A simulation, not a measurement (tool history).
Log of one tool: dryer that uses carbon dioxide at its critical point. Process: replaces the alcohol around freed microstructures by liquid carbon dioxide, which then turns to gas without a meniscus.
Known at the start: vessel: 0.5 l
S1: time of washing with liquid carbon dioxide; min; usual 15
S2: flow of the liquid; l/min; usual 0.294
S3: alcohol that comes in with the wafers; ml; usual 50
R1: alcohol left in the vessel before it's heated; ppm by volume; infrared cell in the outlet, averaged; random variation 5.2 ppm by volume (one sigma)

run,hour,S1,S2,S3,R1
1,0,15,0.294,50,109
2,20,15,0.294,50,111
3,53.6,15,0.294,50,122
4,76,15,0.294,50,122
5,96.3,15,0.294,50,133
6,114.7,15,0.294,50,121
7,142.2,11,0.294,50,680
8,179.1,15,0.294,50,133
9,211.8,15,0.365,50,50
10,232.8,19,0.367,50,33
11,269.2,16,0.387,115,51
12,296.4,16,0.387,115,66
13,313.1,9,0.187,44,6553
14,350.5,9,0.47,67,251
15,372.4,9,0.47,67,263

Some steps in R1 between neighbouring runs. How much of each would the tool show without its hidden state too (settings, what came in, random variation), and how much is left for the hidden state, with any gauge scatter that isn't in both results?
The hidden state here: flow that reaches the vessel past the clogged filter, %; alcohol in the recycled carbon dioxide, ppm; drift of the gauge itself on alcohol_ppm, %.
Run 12 -> 13: S1 16 -> 9, S2 0.387 -> 0.187, S3 115 -> 44. R1 +6487 ppm by volume: hidden state +902, all else +5585.

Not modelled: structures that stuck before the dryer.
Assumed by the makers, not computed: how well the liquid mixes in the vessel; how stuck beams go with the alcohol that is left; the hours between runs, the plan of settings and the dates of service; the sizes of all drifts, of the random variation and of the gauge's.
